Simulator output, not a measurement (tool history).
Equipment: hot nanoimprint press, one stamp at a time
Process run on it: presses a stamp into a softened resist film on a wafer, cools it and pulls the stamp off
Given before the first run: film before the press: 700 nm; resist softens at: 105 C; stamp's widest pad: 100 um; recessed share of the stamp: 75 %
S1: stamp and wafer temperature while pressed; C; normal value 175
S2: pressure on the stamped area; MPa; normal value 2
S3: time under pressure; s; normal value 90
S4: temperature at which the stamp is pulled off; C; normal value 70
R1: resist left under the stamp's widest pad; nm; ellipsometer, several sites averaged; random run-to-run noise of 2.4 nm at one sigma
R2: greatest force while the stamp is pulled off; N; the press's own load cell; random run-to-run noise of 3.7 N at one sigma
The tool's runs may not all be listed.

Run 1, day 0: usual settings. Result: R1 399.4 nm, R2 178 N.
Run 2, day 2.304: usual settings but S4 62 C. Result: R1 393.7 nm, R2 185 N.
Run 3, day 3.738: usual settings but S2 1.65 MPa. Result: R1 439.6 nm, R2 184 N.
Run 4, day 5.892: usual settings. Result: R1 394 nm, R2 184 N.
Run 5, day 7.75: usual settings. Result: R1 399.1 nm, R2 185 N.
Run 6, day 9.271: usual settings. Result: R1 402.2 nm, R2 186 N.
Run 7, day 11.729: usual settings. Result: R1 398.7 nm, R2 181 N.
Run 8, day 13.325: usual settings but S1 185 C, S3 92 s. Result: R1 260.8 nm, R2 183 N.
At day 13.983: stamp cleaned and given a new release coat.
Run 9, day 15.946: usual settings but S1 184 C, S3 57 s. Result: R1 309.4 nm, R2 178 N.
Run 10, day 18.379: usual settings but S1 184 C, S3 57 s. Result: R1 312.7 nm, R2 185 N.
Run 11, day 20.854: usual settings but S1 186 C, S2 2.31 MPa, S4 62 C. Result: R1 227 nm, R2 191 N.
At day 21.225: plate thermocouple calibrated.
Run 12, day 22.042: usual settings but S2 1.82 MPa. Result: R1 421.3 nm, R2 183 N.
Run 13, day 23.1: usual settings but S1 184 C, S2 1.61 MPa, S3 97 s, S4 63 C. Result: R1 299 nm, R2 181 N.

Forecast each of these 3 alternatives for the next run:
Run A, day 25.012: usual settings but S2 1.82 MPa, S3 154 s, S4 63 C. Result: R1 ?, R2 ?.
Run B, day 25.012: usual settings but S1 174 C, S3 48 s, S4 73 C. Result: R1 ?, R2 ?.
Run C, day 25.012: usual settings but S2 1.21 MPa, S3 141 s, S4 62 C. Result: R1 ?, R2 ?.

run     R1   R2
  A  357.1  195
  B  483.3  175
  C  448.4  196
Without the tool's hidden state the same runs would have given:
run     R1   R2
  A  357.1  194
  B  483.3  174
  C  448.5  195
